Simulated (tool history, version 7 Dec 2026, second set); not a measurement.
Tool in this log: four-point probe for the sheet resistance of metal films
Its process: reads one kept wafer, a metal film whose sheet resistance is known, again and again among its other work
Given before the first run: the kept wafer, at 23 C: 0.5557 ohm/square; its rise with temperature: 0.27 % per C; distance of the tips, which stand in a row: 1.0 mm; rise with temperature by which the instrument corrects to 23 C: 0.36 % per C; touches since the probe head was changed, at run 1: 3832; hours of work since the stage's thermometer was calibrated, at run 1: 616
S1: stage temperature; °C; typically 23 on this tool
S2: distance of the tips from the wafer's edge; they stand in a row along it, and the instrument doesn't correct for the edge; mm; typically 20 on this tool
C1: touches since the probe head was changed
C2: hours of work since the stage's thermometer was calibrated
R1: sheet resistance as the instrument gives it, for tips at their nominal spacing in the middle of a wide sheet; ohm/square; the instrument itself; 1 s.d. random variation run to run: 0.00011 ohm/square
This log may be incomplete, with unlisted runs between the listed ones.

run	hour	S1	S2	C1	C2	R1
1	0.0	23	20	3832	616	0.554919
2	14.6	22	20	4082	625	0.555546
3	31.5	23	13	4374	636	0.556055
4	45.1	23	13	4606	645	0.555792
5	61.8	23	20	4894	655	0.554938
6	73.9	23	20	5102	663	0.555060
7	81.7	23	4	5236	668	0.572444
8	96.1	23	20	5483	677	0.554953
9	110.9	23	20	5737	686	0.555142
10	126.8	23	20	6011	696	0.554984
11	142.3	23	20	6278	706	0.555188
12	160.5	23	20	6590	717	0.555051
# hour 162.6: stage's thermometer calibrated
13	178.9	24	33	6897	10	0.554011
14	187.7	18	27	7049	16	0.556695
15	199.7	24	44	7256	23	0.553698
16	207.8	22	13	7395	28	0.556461
17	218.2	22	60	7574	35	0.554906
# hour 226.4: stage's thermometer calibrated, once more
18	227.3	19	43	7722	1	0.556738
19	237.5	19	43	7897	7	0.556836
20	253.4	19	43	8170	17	0.556573
21	261.9	24	33	8317	22	0.554521
22	277.6	24	33	8586	32	0.554608
23	293.9	24	33	8867	42	0.554402
24	309.8	24	33	9139	52	0.554563

A few steps of R1 between consecutive runs. Split each: what settings, incoming material and random variation would produce without the hidden state, and what is left over for the hidden state, along with gauge scatter present in only one of the two compared results (measured, and without hidden state):
The tool's hidden condition here consists of: inner tips' distance over the nominal, %; tips' flats over new ones', %; wafer's true temperature over the reading, C; drift of the gauge itself on sheet_ohm, %.
Run 6 -> 7: S2 20 -> 4. R1 +0.017384 ohm/square: hidden state -0.000041, all else +0.017425.
Run 7 -> 8: S2 4 -> 20. R1 -0.017491 ohm/square: hidden state +0.000046, all else -0.017537.
Run 12 -> 13: S1 23 -> 24, S2 20 -> 33, stage's thermometer calibrated. R1 -0.001040 ohm/square: hidden state -0.000109, all else -0.000931.
Run 17 -> 18: S1 22 -> 19, S2 60 -> 43, stage's thermometer calibrated, once more. R1 +0.001832 ohm/square: hidden state +0.000522, all else +0.001310.
